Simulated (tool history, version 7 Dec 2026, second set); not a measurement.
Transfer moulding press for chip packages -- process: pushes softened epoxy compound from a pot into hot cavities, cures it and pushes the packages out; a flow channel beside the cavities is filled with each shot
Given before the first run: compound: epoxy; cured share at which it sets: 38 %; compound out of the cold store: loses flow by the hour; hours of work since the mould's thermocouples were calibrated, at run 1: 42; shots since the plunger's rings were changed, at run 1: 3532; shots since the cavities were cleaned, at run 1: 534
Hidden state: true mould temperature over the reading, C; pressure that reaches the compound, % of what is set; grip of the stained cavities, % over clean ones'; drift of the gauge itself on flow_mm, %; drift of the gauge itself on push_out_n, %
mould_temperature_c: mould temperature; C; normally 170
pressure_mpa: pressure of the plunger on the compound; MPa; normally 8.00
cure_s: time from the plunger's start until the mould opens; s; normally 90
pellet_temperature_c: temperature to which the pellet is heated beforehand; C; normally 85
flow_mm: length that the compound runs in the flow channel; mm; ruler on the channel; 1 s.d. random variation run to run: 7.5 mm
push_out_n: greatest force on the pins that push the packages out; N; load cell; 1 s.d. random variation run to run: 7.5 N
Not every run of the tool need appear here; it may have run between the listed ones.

| run | hour | mould_temperature_c | pressure_mpa | cure_s | pellet_temperature_c | hours of work since the mould's thermocouples were calibrated | shots since the plunger's rings were changed | shots since the cavities were cleaned | incoming compound's hours out of the cold store | flow_mm | push_out_n |
|---|---|---|---|---|---|---|---|---|---|---|---|
| 1 | 0.0 | 170 | 8.00 | 90 | 85 | 42 | 3532 | 534 | 17.8 | 878 | 693 |
|  | 4.7 | plunger's sealing rings changed |
| 2 | 8.1 | 170 | 8.00 | 90 | 85 | 46 | 39 | 599 | 29.3 | 899 | 689 |
| 3 | 13.0 | 170 | 8.00 | 90 | 85 | 49 | 96 | 656 | 20.2 | 918 | 694 |
| 4 | 22.4 | 170 | 8.00 | 90 | 85 | 55 | 204 | 764 | 19.6 | 937 | 733 |
| 5 | 32.1 | 170 | 8.93 | 90 | 85 | 61 | 316 | 876 | 25.5 | 962 | 738 |
|  | 34.5 | cavities cleaned with cleaning compound and waxed |
| 6 | 39.2 | 170 | 8.93 | 90 | 85 | 65 | 382 | 54 | 40.7 | 919 | 396 |
| 7 | 48.2 | 170 | 8.93 | 90 | 85 | 71 | 486 | 158 | 19.7 | 958 | 487 |
| 8 | 57.2 | 170 | 10.00 | 90 | 85 | 77 | 590 | 262 | 13.7 | 1047 | 557 |
| 9 | 65.5 | 170 | 10.00 | 90 | 85 | 82 | 687 | 359 | 43.8 | 965 | 582 |
| 10 | 74.1 | 170 | 10.00 | 90 | 85 | 88 | 786 | 458 | 44.7 | 943 | 606 |
| 11 | 84.4 | 170 | 7.40 | 90 | 85 | 94 | 905 | 577 | 24.7 | 857 | 655 |
| 12 | 94.7 | 170 | 7.40 | 90 | 85 | 101 | 1025 | 697 | 8.6 | 897 | 712 |
| 13 | 100.3 | 170 | 8.00 | 90 | 85 | 105 | 1089 | 761 | 41.6 | 850 | 679 |
| 14 | 106.7 | 170 | 8.00 | 90 | 94 | 109 | 1163 | 835 | 22.8 | 905 | 703 |
|  | 113.1 | cavities cleaned with cleaning compound and waxed |
| 15 | 114.7 | 170 | 8.00 | 90 | 94 | 113 | 1239 | 19 | 9.0 | 933 | 367 |
| 16 | 125.3 | 170 | 8.00 | 90 | 94 | 120 | 1362 | 142 | 37.0 | 868 | 436 |
| 17 | 132.6 | 170 | 8.00 | 90 | 94 | 124 | 1446 | 226 | 28.8 | 882 | 517 |
| 18 | 137.9 | 170 | 8.00 | 90 | 94 | 128 | 1508 | 288 | 25.4 | 887 | 550 |
| 19 | 145.5 | 167 | 8.30 | 96 | 89 | 133 | 1596 | 376 | 29.0 | 905 | 631 |
| 20 | 151.6 | 170 | 8.00 | 117 | 79 | 137 | 1666 | 446 | 30.6 | 872 | 434 |
| 21 | 157.5 | 177 | 6.18 | 117 | 79 | 141 | 1735 | 515 | 27.1 | 753 | 437 |
| 22 | 166.4 | 176 | 6.18 | 93 | 79 | 146 | 1838 | 618 | 10.1 | 795 | 509 |
| 23 | 175.1 | 165 | 8.00 | 106 | 85 | 152 | 1939 | 719 | 46.0 | 841 | 682 |
| 24 | 182.6 | 170 | 6.57 | 84 | 92 | 157 | 2026 | 806 | 44.4 | 753 | 777 |
| 25 | 188.4 | 170 | 6.24 | 90 | 86 | 161 | 2093 | 873 | 27.0 | 772 | 703 |
|  | 191.2 | cavities cleaned with cleaning compound and waxed |
| 26 | 197.5 | 170 | 6.24 | 87 | 79 | 166 | 2180 | 72 | 13.5 | 802 | 483 |
| 27 | 208.7 | 169 | 6.08 | 98 | 91 | 173 | 2310 | 202 | 23.3 | 764 | 450 |
| 28 | 216.0 | 177 | 8.84 | 98 | 90 | 178 | 2395 | 287 | 30.2 | 879 | 382 |

Consider 5 possible next runs. They are alternatives, not a sequence: every one starts from the tool as it was left by run 28. What does each give?
| A | 225.3 | 175 | 8.84 | 82 | 90 | 184 | 2502 | 394 | 12.1 | ? | ? |
| B | 225.3 | 170 | 7.49 | 90 | 93 | 184 | 2502 | 394 | 42.7 | ? | ? |
| C | 225.3 | 170 | 6.53 | 88 | 93 | 184 | 2502 | 394 | 9.5 | ? | ? |
| D | 225.3 | 177 | 8.84 | 124 | 90 | 184 | 2502 | 394 | 45.6 | ? | ? |
| E | 225.3 | 171 | 6.26 | 90 | 85 | 184 | 2502 | 394 | 31.8 | ? | ? |

| run | flow_mm | push_out_n |
|---|---|---|
| A | 936 | 569 |
| B | 804 | 594 |
| C | 821 | 672 |
| D | 839 | 390 |
| E | 762 | 554 |
The same runs, with their run-to-run variation unchanged, on a tool lacking any hidden condition would have given:
| run | flow_mm | push_out_n |
|---|---|---|
| A | 976 | 307 |
| B | 838 | 321 |
| C | 855 | 360 |
| D | 874 | 219 |
| E | 794 | 298 |
